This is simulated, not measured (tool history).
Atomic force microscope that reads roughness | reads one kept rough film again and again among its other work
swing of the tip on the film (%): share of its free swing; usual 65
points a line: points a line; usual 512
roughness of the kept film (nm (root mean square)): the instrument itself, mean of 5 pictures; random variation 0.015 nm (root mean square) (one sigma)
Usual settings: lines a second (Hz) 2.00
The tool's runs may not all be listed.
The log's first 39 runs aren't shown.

| run | hour | lines a second (Hz) | swing of the tip on the film (%) | points a line | roughness of the kept film (nm (root mean square)) |
|---|---|---|---|---|---|
| 40 | 1575.0 | 1.41 | 66 | 421 | 3.669 |
| 41 | 1624.7 | 0.73 | 68 | 358 | 3.749 |
| 42 | 1662.7 | 0.73 | 68 | 358 | 3.757 |
|  | 1697.0 | new tip fitted |
| 43 | 1710.6 | 2.00 | 84 | 512 | 3.290 |
| 44 | 1750.4 | 1.31 | 84 | 310 | 3.454 |
| 45 | 1801.6 | 2.26 | 65 | 384 | 3.610 |
| 46 | 1827.5 | 3.42 | 80 | 384 | 3.091 |
| 47 | 1880.6 | 1.81 | 80 | 465 | 3.412 |
| 48 | 1925.8 | 1.52 | 74 | 417 | 3.570 |

5 ways to go on from here, each from the tool as it stands after run 48. What would each give?
| A | 1982.0 | 2.00 | 65 | 296 | ? |
| B | 1982.0 | 2.74 | 62 | 548 | ? |
| C | 1982.0 | 2.00 | 66 | 512 | ? |
| D | 1982.0 | 2.00 | 59 | 415 | ? |
| E | 1982.0 | 2.67 | 72 | 417 | ? |

| run | roughness of the kept film (nm (root mean square)) |
|---|---|
| A | 3.594 |
| B | 3.608 |
| C | 3.623 |
| D | 3.696 |
| E | 3.421 |
Without the tool's hidden state the same runs would have given:
| run | roughness of the kept film (nm (root mean square)) |
|---|---|
| A | 3.606 |
| B | 3.620 |
| C | 3.636 |
| D | 3.708 |
| E | 3.432 |
